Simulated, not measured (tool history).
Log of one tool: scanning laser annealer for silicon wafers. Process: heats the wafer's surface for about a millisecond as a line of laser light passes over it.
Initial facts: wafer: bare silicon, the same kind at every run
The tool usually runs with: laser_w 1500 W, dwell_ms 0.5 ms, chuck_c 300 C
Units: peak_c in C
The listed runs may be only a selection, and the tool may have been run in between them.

run 1 hour=0 | laser_w=1500 dwell_ms=0.5 chuck_c=300 | peak_c=1060
run 2 hour=26.4 | laser_w=1500 dwell_ms=0.5 chuck_c=300 | peak_c=1061
run 3 hour=53.8 | laser_w=1500 dwell_ms=0.462 chuck_c=300 | peak_c=1037
run 4 hour=78.4 | laser_w=1500 dwell_ms=0.462 chuck_c=300 | peak_c=1039
run 5 hour=108.5 | laser_w=1500 dwell_ms=0.462 chuck_c=300 | peak_c=1034
run 6 hour=141.3 | laser_w=1500 dwell_ms=0.5 chuck_c=300 | peak_c=1063
run 7 hour=176.2 | laser_w=1500 dwell_ms=0.5 chuck_c=300 | peak_c=1063
run 8 hour=203.7 | laser_w=1500 dwell_ms=0.5 chuck_c=300 | peak_c=1061
run 9 hour=236.3 | laser_w=1500 dwell_ms=0.5 chuck_c=300 | peak_c=1061
run 10 hour=269.9 | laser_w=1500 dwell_ms=0.5 chuck_c=300 | peak_c=1063
run 11 hour=311.4 | laser_w=1500 dwell_ms=0.59 chuck_c=300 | peak_c=1117
run 12 hour=335.1 | laser_w=1500 dwell_ms=0.5 chuck_c=300 | peak_c=1063
run 13 hour=365.8 | laser_w=1575 dwell_ms=0.5 chuck_c=300 | peak_c=1109
run 14 hour=387.9 | laser_w=1500 dwell_ms=0.524 chuck_c=300 | peak_c=1081
run 15 hour=420.9 | laser_w=1500 dwell_ms=0.524 chuck_c=300 | peak_c=1079
run 16 hour=459.8 | laser_w=1500 dwell_ms=0.524 chuck_c=300 | peak_c=1079
run 17 hour=486.2 | laser_w=1500 dwell_ms=0.524 chuck_c=300 | peak_c=1079
run 18 hour=516.1 | laser_w=1500 dwell_ms=0.524 chuck_c=300 | peak_c=1079
run 19 hour=536.8 | laser_w=1500 dwell_ms=0.5 chuck_c=300 | peak_c=1067
run 20 hour=563.8 | laser_w=1432 dwell_ms=0.43 chuck_c=275 | peak_c=950
run 21 hour=601.1 | laser_w=1315 dwell_ms=0.438 chuck_c=311 | peak_c=921
run 22 hour=638.4 | laser_w=1315 dwell_ms=0.438 chuck_c=311 | peak_c=921
run 23 hour=674.3 | laser_w=1398 dwell_ms=0.492 chuck_c=276 | peak_c=970
run 24 hour=703.2 | laser_w=1398 dwell_ms=0.492 chuck_c=276 | peak_c=971
run 25 hour=731 | laser_w=1387 dwell_ms=0.492 chuck_c=276 | peak_c=960
run 26 hour=771.4 | laser_w=1387 dwell_ms=0.492 chuck_c=276 | peak_c=960
run 27 hour=796.5 | laser_w=1480 dwell_ms=0.5 chuck_c=297 | peak_c=1049
run 28 hour=818.5 | laser_w=1589 dwell_ms=0.375 chuck_c=268 | peak_c=994
run 29 hour=857 | laser_w=1589 dwell_ms=0.375 chuck_c=302 | peak_c=1027
run 30 hour=884.8 | laser_w=1478 dwell_ms=0.578 chuck_c=301 | peak_c=1100
run 31 hour=918 | laser_w=1500 dwell_ms=0.5 chuck_c=329 | peak_c=1097
run 32 hour=945.6 | laser_w=1360 dwell_ms=0.571 chuck_c=332 | peak_c=1046
run 33 hour=985.6 | laser_w=1360 dwell_ms=0.571 chuck_c=332 | peak_c=1047
run 34 hour=1011.2 | laser_w=1406 dwell_ms=0.477 chuck_c=332 | peak_c=1022
run 35 hour=1054.8 | laser_w=1406 dwell_ms=0.598 chuck_c=316 | peak_c=1077
run 36 hour=1087.1 | laser_w=1406 dwell_ms=0.598 chuck_c=316 | peak_c=1078
run 37 hour=1127.3 | laser_w=1360 dwell_ms=0.478 chuck_c=300 | peak_c=959

Not shown here: 1 entry made in the log between runs. Locate each between two listed runs and compare the hidden state at the listed run before it with the hidden state at the listed run after it:
After run 14, before run 15: window over the wafer cleaned (hour 420.3)
  light that passes the window, % of a clean one's: 99.96 -> 100

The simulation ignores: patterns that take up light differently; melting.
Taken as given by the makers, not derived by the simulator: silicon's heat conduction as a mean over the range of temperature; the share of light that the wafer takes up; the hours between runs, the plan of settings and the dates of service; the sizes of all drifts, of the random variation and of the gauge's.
